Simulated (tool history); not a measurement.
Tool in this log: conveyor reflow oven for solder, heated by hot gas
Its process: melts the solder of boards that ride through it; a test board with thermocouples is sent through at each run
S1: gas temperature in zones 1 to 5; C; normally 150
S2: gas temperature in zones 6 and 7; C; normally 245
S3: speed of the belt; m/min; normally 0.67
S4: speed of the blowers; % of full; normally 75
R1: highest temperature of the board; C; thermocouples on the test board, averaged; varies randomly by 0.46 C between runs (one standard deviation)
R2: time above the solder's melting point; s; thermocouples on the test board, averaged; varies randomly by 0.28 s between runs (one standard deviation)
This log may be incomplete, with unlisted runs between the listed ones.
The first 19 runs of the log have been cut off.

Run 20, hour 173.6: usual settings but S1 141 C, S2 237 C, S3 0.626 m/min, S4 79 % of full. Result: R1 220.6 C, R2 45.9 s.
At hour 184: flux residue cleaned out of gas plates and filters.
Run 21, hour 186.3: usual settings but S2 255 C, S4 82 % of full. Result: R1 239.8 C, R2 52.1 s.
Run 22, hour 193.4: usual settings but S2 255 C, S4 82 % of full. Result: R1 240.3 C, R2 52.3 s.
Run 23, hour 201.8: usual settings but S1 145 C, S2 243 C, S3 0.647 m/min, S4 57 % of full. Result: R1 221.9 C, R2 46.1 s.
Run 24, hour 207.4: usual settings but S1 145 C, S2 243 C, S3 0.647 m/min, S4 57 % of full. Result: R1 222.1 C, R2 46 s.
Run 25, hour 216.1: usual settings but S1 141 C, S2 246 C, S3 0.568 m/min, S4 57 % of full. Result: R1 228.3 C, R2 54.7 s.
Run 26, hour 222.4: usual settings but S1 141 C, S2 246 C, S3 0.568 m/min, S4 57 % of full. Result: R1 228.3 C, R2 54.5 s.
Run 27, hour 229.4: usual settings but S1 141 C, S2 246 C, S3 0.568 m/min, S4 57 % of full. Result: R1 228 C, R2 54.7 s.
Run 28, hour 242.5: usual settings but S1 141 C, S2 246 C, S3 0.568 m/min, S4 57 % of full. Result: R1 227.6 C, R2 54.3 s.
Run 29, hour 255: usual settings but S1 141 C, S2 246 C, S3 0.568 m/min, S4 57 % of full. Result: R1 228.7 C, R2 54.5 s.
Run 30, hour 268.4: usual settings but S1 141 C, S2 246 C, S3 0.568 m/min, S4 57 % of full. Result: R1 228.2 C, R2 54.5 s.

Run 31 is up next; what results do you expect?
Run 31, hour 278.3: usual settings but S2 247 C, S4 83 % of full. Result: R1 ?, R2 ?.

R1: 232.8 C
R2: 50.3 s
Had the tool carried no hidden state, the very same run would have given R1 233.2 C, R2 50.1 s.
